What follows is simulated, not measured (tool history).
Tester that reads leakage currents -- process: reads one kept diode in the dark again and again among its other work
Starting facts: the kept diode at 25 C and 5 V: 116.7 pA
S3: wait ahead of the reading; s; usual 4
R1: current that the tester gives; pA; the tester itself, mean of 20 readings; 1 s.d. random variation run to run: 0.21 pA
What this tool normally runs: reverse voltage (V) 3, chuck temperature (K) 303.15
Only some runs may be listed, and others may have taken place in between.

Run 1, hour 0: usual settings. Result: R1 141.92 pA.
Run 2, hour 173.2: usual settings. Result: R1 141.3 pA.
Run 3, hour 298: usual settings. Result: R1 141.13 pA.
Run 4, hour 459.9: usual settings. Result: R1 141.04 pA.
Run 5, hour 540.4: usual settings. Result: R1 140.79 pA.
Run 6, hour 689.8: usual settings. Result: R1 139.94 pA.
Run 7, hour 815.5: usual settings. Result: R1 140.18 pA.
At hour 867: chuck's temperature calibrated.
Run 8, hour 993.2: usual settings. Result: R1 147 pA.
Run 9, hour 1144.3: usual settings. Result: R1 146.32 pA.
Run 10, hour 1315.5: usual settings. Result: R1 146.44 pA.
Run 11, hour 1480.9: usual settings. Result: R1 145.61 pA.
Run 12, hour 1633.6: usual settings but chuck temperature (K) 324.15. Result: R1 899.66 pA.
Run 13, hour 1711.9: usual settings but chuck temperature (K) 324.15, S3 2.82 s. Result: R1 897.44 pA.
Run 14, hour 1785.8: usual settings but chuck temperature (K) 324.15, S3 2.82 s. Result: R1 892.84 pA.
Run 15, hour 1954: usual settings but chuck temperature (K) 324.15, S3 7.6 s. Result: R1 891.96 pA.
Run 16, hour 2119.4: usual settings but chuck temperature (K) 324.15, S3 7.6 s. Result: R1 887.17 pA.
Run 17, hour 2210: usual settings but reverse voltage (V) 8.14, chuck temperature (K) 308.15, S3 0.88 s. Result: R1 405.23 pA.
At hour 2244.5: chuck's temperature calibrated.
Run 18, hour 2304.9: usual settings but reverse voltage (V) 8.14, chuck temperature (K) 308.15, S3 0.88 s. Result: R1 419.15 pA.
Run 19, hour 2418.8: usual settings but reverse voltage (V) 8.14, chuck temperature (K) 308.15, S3 0.88 s. Result: R1 417.43 pA.
Run 20, hour 2528.1: usual settings but reverse voltage (V) 8.14, chuck temperature (K) 308.15, S3 0.88 s. Result: R1 418.78 pA.
Run 21, hour 2644.4: usual settings but reverse voltage (V) 8.14, chuck temperature (K) 308.15, S3 0.88 s. Result: R1 416.5 pA.
Run 22, hour 2808.9: usual settings but reverse voltage (V) 8.14, chuck temperature (K) 308.15, S3 0.88 s. Result: R1 415.05 pA.
Run 23, hour 2977.9: usual settings but reverse voltage (V) 8.14, chuck temperature (K) 300.15, S3 8.5 s. Result: R1 205.46 pA.
Run 24, hour 3065.1: usual settings but reverse voltage (V) 7.4, chuck temperature (K) 294.15. Result: R1 116.56 pA.
Run 25, hour 3176.5: usual settings but reverse voltage (V) 1.79, chuck temperature (K) 315.15, S3 0.35 s. Result: R1 315.76 pA.
At hour 3197.1: tester calibrated.
At hour 3236.5: probe card cleaned and baked.
Run 26, hour 3344.2: usual settings but chuck temperature (K) 320.15, S3 1.31 s. Result: R1 616.92 pA.
Run 27, hour 3516.6: usual settings but reverse voltage (V) 12.99, chuck temperature (K) 293.15, S3 1.31 s. Result: R1 120.96 pA.
At hour 3634.5: chuck's temperature calibrated.
Run 28, hour 3674.5: usual settings but reverse voltage (V) 12.99, chuck temperature (K) 293.15, S3 1.31 s. Result: R1 128.78 pA.
Run 29, hour 3796.8: usual settings but reverse voltage (V) 3.85, chuck temperature (K) 319.15. Result: R1 676.13 pA.
Run 30, hour 3882.3: usual settings but reverse voltage (V) 11.16, chuck temperature (K) 321.15. Result: R1 1460.91 pA.
Run 31, hour 3977.3: usual settings but reverse voltage (V) 2.25, chuck temperature (K) 311.15. Result: R1 247.48 pA.
Run 32, hour 4108.4: usual settings but reverse voltage (V) 2.25, chuck temperature (K) 311.15, S3 3.24 s. Result: R1 247.56 pA.

For some of the steps in R1 from one run to the next: how much would appear even if the tool had no hidden state, given the settings, what came in and random variation, and how much remains for the hidden state plus any gauge scatter that the measured result and the result without hidden state don't share?
Unlogged tool condition in this case: stray current of the dirty probe card, pA a volt; current scale over the true one, %; true chuck temperature over the reading, C; drift of the gauge itself on leakage_pa, %.
Run 11 -> 12: chuck temperature (K) 303.15 -> 324.15. R1 +754.05 pA: hidden state -2.44, all else +756.49.
Run 24 -> 25: reverse voltage (V) 7.4 -> 1.79, chuck temperature (K) 294.15 -> 315.15, S3 4 -> 0.35. R1 +199.2 pA: hidden state -16.32, all else +215.52.
Run 25 -> 26: reverse voltage (V) 1.79 -> 3, chuck temperature (K) 315.15 -> 320.15, S3 0.35 -> 1.31, tester calibrated, probe card cleaned and baked. R1 +301.16 pA: hidden state -27.3, all else +328.46.
Run 26 -> 27: reverse voltage (V) 3 -> 12.99, chuck temperature (K) 320.15 -> 293.15. R1 -495.96 pA: hidden state +21.82, all else -517.78.
Run 29 -> 30: reverse voltage (V) 3.85 -> 11.16, chuck temperature (K) 319.15 -> 321.15. R1 +784.78 pA: hidden state -5.76, all else +790.54.
Run 30 -> 31: reverse voltage (V) 11.16 -> 2.25, chuck temperature (K) 321.15 -> 311.15. R1 -1213.43 pA: hidden state +7.29, all else -1220.72.
